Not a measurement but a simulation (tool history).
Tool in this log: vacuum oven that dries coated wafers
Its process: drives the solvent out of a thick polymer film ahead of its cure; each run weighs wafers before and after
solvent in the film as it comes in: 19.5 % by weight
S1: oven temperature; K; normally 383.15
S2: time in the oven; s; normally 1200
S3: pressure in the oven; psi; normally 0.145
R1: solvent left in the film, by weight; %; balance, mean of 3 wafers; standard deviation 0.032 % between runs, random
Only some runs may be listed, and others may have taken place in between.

{"run": 1, "day": 0.0, "S1": 383.15, "S2": 1200, "S3": 0.145, "R1": 1.18}
{"run": 2, "day": 2.254, "S1": 383.15, "S2": 1200, "S3": 0.145, "R1": 1.19}
{"run": 3, "day": 4.438, "S1": 383.15, "S2": 1200, "S3": 0.145, "R1": 1.14}
{"run": 4, "day": 9.688, "S1": 383.15, "S2": 1200, "S3": 0.145, "R1": 1.18}
{"run": 5, "day": 14.417, "S1": 383.15, "S2": 1200, "S3": 0.145, "R1": 1.11}
{"run": 6, "day": 19.7, "S1": 383.15, "S2": 1200, "S3": 0.145, "R1": 1.16}
{"run": 7, "day": 23.104, "S1": 383.15, "S2": 1200, "S3": 0.561, "R1": 2.07}
{"day": 25.646, "done": "vacuum gauge cleaned of residue and calibrated"}
{"run": 8, "day": 26.333, "S1": 383.15, "S2": 1200, "S3": 0.075, "R1": 1.02}
{"run": 9, "day": 30.021, "S1": 383.15, "S2": 1200, "S3": 0.075, "R1": 1.02}
{"run": 10, "day": 35.033, "S1": 383.15, "S2": 1560, "S3": 0.075, "R1": 0.53}
{"run": 11, "day": 39.267, "S1": 394.15, "S2": 1560, "S3": 0.075, "R1": 0.16}
{"run": 12, "day": 43.171, "S1": 394.15, "S2": 1560, "S3": 0.075, "R1": 0.2}
{"run": 13, "day": 46.775, "S1": 384.15, "S2": 1560, "S3": 0.084, "R1": 0.49}
{"run": 14, "day": 50.879, "S1": 384.15, "S2": 1560, "S3": 0.399, "R1": 1.14}
{"run": 15, "day": 53.292, "S1": 383.15, "S2": 1560, "S3": 0.219, "R1": 0.8}
{"run": 16, "day": 56.071, "S1": 368.15, "S2": 600, "S3": 0.139, "R1": 7.79}
{"run": 17, "day": 59.733, "S1": 397.15, "S2": 1140, "S3": 0.115, "R1": 0.35}
{"run": 18, "day": 62.588, "S1": 387.15, "S2": 1200, "S3": 0.39, "R1": 1.28}
{"run": 19, "day": 67.575, "S1": 387.15, "S2": 1200, "S3": 0.39, "R1": 1.2}
{"day": 69.642, "done": "oven's thermocouples calibrated"}
{"run": 20, "day": 72.908, "S1": 387.15, "S2": 1200, "S3": 0.39, "R1": 1.28}
{"run": 21, "day": 75.6, "S1": 383.15, "S2": 1200, "S3": 0.086, "R1": 1.08}
{"run": 22, "day": 80.762, "S1": 383.15, "S2": 1200, "S3": 0.086, "R1": 1.09}
{"run": 23, "day": 85.571, "S1": 383.15, "S2": 1200, "S3": 0.086, "R1": 1.09}
{"run": 24, "day": 88.688, "S1": 383.15, "S2": 1200, "S3": 0.086, "R1": 1.01}

What if the next run were any one of these 5? Each begins from the tool's condition after run 24:
{"run": "A", "day": 93.4, "S1": 371.15, "S2": 1620, "S3": 0.513, "R1": "?"}
{"run": "B", "day": 93.4, "S1": 381.15, "S2": 1200, "S3": 0.086, "R1": "?"}
{"run": "C", "day": 93.4, "S1": 386.15, "S2": 1200, "S3": 0.086, "R1": "?"}
{"run": "D", "day": 93.4, "S1": 394.15, "S2": 1200, "S3": 0.521, "R1": "?"}
{"run": "E", "day": 93.4, "S1": 377.15, "S2": 1680, "S3": 0.073, "R1": "?"}

run=A R1=3.18
run=B R1=1.33
run=C R1=0.78
run=D R1=0.96
run=E R1=0.84
With the hidden condition removed and each run's random variation left untouched, the same runs would have given:
run=A R1=3.18
run=B R1=1.33
run=C R1=0.77
run=D R1=0.96
run=E R1=0.84
